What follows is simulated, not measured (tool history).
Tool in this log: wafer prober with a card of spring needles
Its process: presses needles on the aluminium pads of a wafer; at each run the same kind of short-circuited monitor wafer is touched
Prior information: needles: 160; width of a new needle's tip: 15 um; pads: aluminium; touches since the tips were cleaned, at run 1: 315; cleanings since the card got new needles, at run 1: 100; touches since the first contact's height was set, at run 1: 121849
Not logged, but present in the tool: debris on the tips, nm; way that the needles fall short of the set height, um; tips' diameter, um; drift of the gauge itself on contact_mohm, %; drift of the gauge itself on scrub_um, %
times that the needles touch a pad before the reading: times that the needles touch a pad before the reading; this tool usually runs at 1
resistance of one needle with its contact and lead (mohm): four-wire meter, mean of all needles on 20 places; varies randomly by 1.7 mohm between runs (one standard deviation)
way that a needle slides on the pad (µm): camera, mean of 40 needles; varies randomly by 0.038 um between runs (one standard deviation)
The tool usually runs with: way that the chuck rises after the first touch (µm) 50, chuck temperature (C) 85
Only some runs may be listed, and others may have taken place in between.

run,day,way that the chuck rises after the first touch (µm),chuck temperature (C),times that the needles touch a pad before the reading,touches since the tips were cleaned,cleanings since the card got new needles,touches since the first contact's height was set,resistance of one needle with its contact and lead (mohm),way that a needle slides on the pad (µm)
1,0.000,50,85,1,315,100,121849,173,8.20
# day 0.292: tips cleaned on abrasive film
# day 0.583: tips cleaned on abrasive film
# day 0.879: tips cleaned on abrasive film
# day 1.242: tips cleaned on abrasive film
# day 1.471: height of the first contact set anew
# day 1.546: tips cleaned on abrasive film
# day 1.838: tips cleaned on abrasive film
# day 2.204: tips cleaned on abrasive film
# day 2.496: tips cleaned on abrasive film
# day 2.788: tips cleaned on abrasive film
2,3.071,50,85,1,2238,109,12461,169,8.22
# day 3.150: tips cleaned on abrasive film
# day 3.442: tips cleaned on abrasive film
# day 3.733: tips cleaned on abrasive film
# day 4.025: tips cleaned on abrasive film
# day 4.392: tips cleaned on abrasive film
# day 4.683: tips cleaned on abrasive film
# day 4.975: tips cleaned on abrasive film
# day 5.338: tips cleaned on abrasive film
# day 5.633: tips cleaned on abrasive film
3,5.800,50,85,1,1312,118,33650,170,8.11
# day 5.946: tips cleaned on abrasive film
# day 6.312: tips cleaned on abrasive film
# day 6.675: tips cleaned on abrasive film
# day 6.967: tips cleaned on abrasive film
# day 7.288: tips cleaned on abrasive film
4,7.288,50,85,1,0,123,45236,170,8.13
# day 7.654: tips cleaned on abrasive film
# day 7.946: tips cleaned on abrasive film
# day 8.238: tips cleaned on abrasive film
# day 8.604: tips cleaned on abrasive film
# day 8.967: tips cleaned on abrasive film
5,9.217,50,85,1,1982,128,60279,170,8.18
# day 9.296: tips cleaned on abrasive film
# day 9.588: tips cleaned on abrasive film
# day 9.879: tips cleaned on abrasive film
# day 10.242: tips cleaned on abrasive film
# day 10.538: tips cleaned on abrasive film
# day 10.829: tips cleaned on abrasive film
# day 11.192: tips cleaned on abrasive film
# day 11.558: tips cleaned on abrasive film
# day 11.850: tips cleaned on abrasive film
# day 12.142: tips cleaned on abrasive film
6,12.142,50,85,2,0,138,82998,171,8.22
# day 12.500: tips cleaned on abrasive film
# day 12.792: tips cleaned on abrasive film
# day 13.158: tips cleaned on abrasive film
# day 13.450: tips cleaned on abrasive film
# day 13.812: tips cleaned on abrasive film
# day 14.104: tips cleaned on abrasive film
# day 14.471: tips cleaned on abrasive film
# day 14.762: tips cleaned on abrasive film
# day 15.121: tips cleaned on abrasive film
7,15.121,50,85,2,0,147,106182,169,8.19
# day 15.412: tips cleaned on abrasive film
# day 15.779: tips cleaned on abrasive film
# day 16.142: tips cleaned on abrasive film
# day 16.508: tips cleaned on abrasive film
# day 16.800: tips cleaned on abrasive film
# day 17.162: tips cleaned on abrasive film
# day 17.504: tips cleaned on abrasive film
8,17.504,50,85,2,0,154,124741,168,8.20
# day 17.871: tips cleaned on abrasive film
# day 18.162: tips cleaned on abrasive film
# day 18.454: tips cleaned on abrasive film
# day 18.612: height of the first contact set anew
# day 18.833: tips cleaned on abrasive film
# day 19.125: tips cleaned on abrasive film
# day 19.438: tips cleaned on abrasive film
9,19.438,50,85,2,0,160,6407,170,8.18
# day 19.800: tips cleaned on abrasive film
# day 20.092: tips cleaned on abrasive film
# day 20.458: tips cleaned on abrasive film
10,20.675,50,85,2,1718,163,16074,170,8.19
# day 20.821: tips cleaned on abrasive film
# day 21.183: tips cleaned on abrasive film
# day 21.550: tips cleaned on abrasive film
# day 21.842: tips cleaned on abrasive film
# day 22.204: tips cleaned on abrasive film
# day 22.500: tips cleaned on abrasive film
# day 22.862: tips cleaned on abrasive film
# day 23.154: tips cleaned on abrasive film
# day 23.521: tips cleaned on abrasive film
11,23.688,33,94,2,1313,172,39507,179,5.37
# day 23.833: tips cleaned on abrasive film
# day 24.125: tips cleaned on abrasive film
# day 24.492: tips cleaned on abrasive film
# day 24.854: tips cleaned on abrasive film
# day 25.221: tips cleaned on abrasive film
# day 25.583: tips cleaned on abrasive film
12,25.604,40,33,2,152,178,54426,164,6.49
# day 25.896: tips cleaned on abrasive film
# day 26.262: tips cleaned on abrasive film
# day 26.625: tips cleaned on abrasive film
# day 26.992: tips cleaned on abrasive film
13,27.100,66,66,1,859,182,66076,161,10.76
# day 27.321: tips cleaned on abrasive film
# day 27.683: tips cleaned on abrasive film
# day 27.975: tips cleaned on abrasive film
# day 28.342: tips cleaned on abrasive film
# day 28.675: tips cleaned on abrasive film
14,28.675,50,85,1,0,187,78324,172,8.26
# day 28.967: tips cleaned on abrasive film
# day 29.329: tips cleaned on abrasive film
# day 29.621: tips cleaned on abrasive film
# day 29.988: tips cleaned on abrasive film
# day 30.279: tips cleaned on abrasive film
# day 30.646: tips cleaned on abrasive film
15,30.762,30,29,2,933,193,94590,167,4.97
# day 30.983: tips cleaned on abrasive film
# day 31.275: tips cleaned on abrasive film
# day 31.642: tips cleaned on abrasive film
# day 32.004: tips cleaned on abrasive film
# day 32.367: tips cleaned on abrasive film
16,32.404,30,29,2,265,198,107350,163,4.92
# day 32.696: tips cleaned on abrasive film
# day 33.058: tips cleaned on abrasive film
# day 33.425: tips cleaned on abrasive film
# day 33.788: tips cleaned on abrasive film
# day 34.079: tips cleaned on abrasive film
# day 34.446: tips cleaned on abrasive film
# day 34.738: tips cleaned on abrasive film
17,34.858,60,79,2,957,205,126481,168,9.75
# day 35.079: tips cleaned on abrasive film
# day 35.371: tips cleaned on abrasive film
# day 35.662: tips cleaned on abrasive film
# day 35.750: height of the first contact set anew
# day 35.967: tips cleaned on abrasive film
# day 36.262: tips cleaned on abrasive film
# day 36.625: tips cleaned on abrasive film
# day 36.917: tips cleaned on abrasive film
# day 37.283: tips cleaned on abrasive film
# day 37.575: tips cleaned on abrasive film
18,37.833,60,79,2,2047,214,16245,173,9.86
# day 37.912: tips cleaned on abrasive film
# day 38.204: tips cleaned on abrasive film
# day 38.567: tips cleaned on abrasive film
# day 38.933: tips cleaned on abrasive film
# day 39.296: tips cleaned on abrasive film
# day 39.588: tips cleaned on abrasive film
19,39.854,60,79,2,2089,220,31964,168,9.86
# day 39.929: tips cleaned on abrasive film
# day 40.221: tips cleaned on abrasive film
# day 40.517: tips cleaned on abrasive film
# day 40.879: tips cleaned on abrasive film
# day 41.246: tips cleaned on abrasive film
# day 41.608: tips cleaned on abrasive film
# day 41.971: tips cleaned on abrasive film
20,42.025,60,79,2,422,227,48856,168,9.76

Forecast each of these 4 alternatives for the next run:
# day 42.317: tips cleaned on abrasive film
# day 42.683: tips cleaned on abrasive film
# day 43.046: tips cleaned on abrasive film
# day 43.342: tips cleaned on abrasive film
# day 43.704: tips cleaned on abrasive film
# day 44.071: tips cleaned on abrasive film
# day 44.362: tips cleaned on abrasive film
A,44.550,34,79,2,1501,234,68531,?,?
# day 42.317: tips cleaned on abrasive film
# day 42.683: tips cleaned on abrasive film
# day 43.046: tips cleaned on abrasive film
# day 43.342: tips cleaned on abrasive film
# day 43.704: tips cleaned on abrasive film
# day 44.071: tips cleaned on abrasive film
# day 44.362: tips cleaned on abrasive film
B,44.550,50,85,2,1501,234,68531,?,?
# day 42.317: tips cleaned on abrasive film
# day 42.683: tips cleaned on abrasive film
# day 43.046: tips cleaned on abrasive film
# day 43.342: tips cleaned on abrasive film
# day 43.704: tips cleaned on abrasive film
# day 44.071: tips cleaned on abrasive film
# day 44.362: tips cleaned on abrasive film
C,44.550,37,85,1,1501,234,68531,?,?
# day 42.317: tips cleaned on abrasive film
# day 42.683: tips cleaned on abrasive film
# day 43.046: tips cleaned on abrasive film
# day 43.342: tips cleaned on abrasive film
# day 43.704: tips cleaned on abrasive film
# day 44.071: tips cleaned on abrasive film
# day 44.362: tips cleaned on abrasive film
D,44.550,32,98,2,1501,234,68531,?,?

run,resistance of one needle with its contact and lead (mohm),way that a needle slides on the pad (µm)
A,175,5.53
B,167,8.20
C,175,6.08
D,182,5.24
With no hidden state in the tool, these same runs would have given:
run,resistance of one needle with its contact and lead (mohm),way that a needle slides on the pad (µm)
A,175,5.53
B,167,8.20
C,174,6.08
D,182,5.24
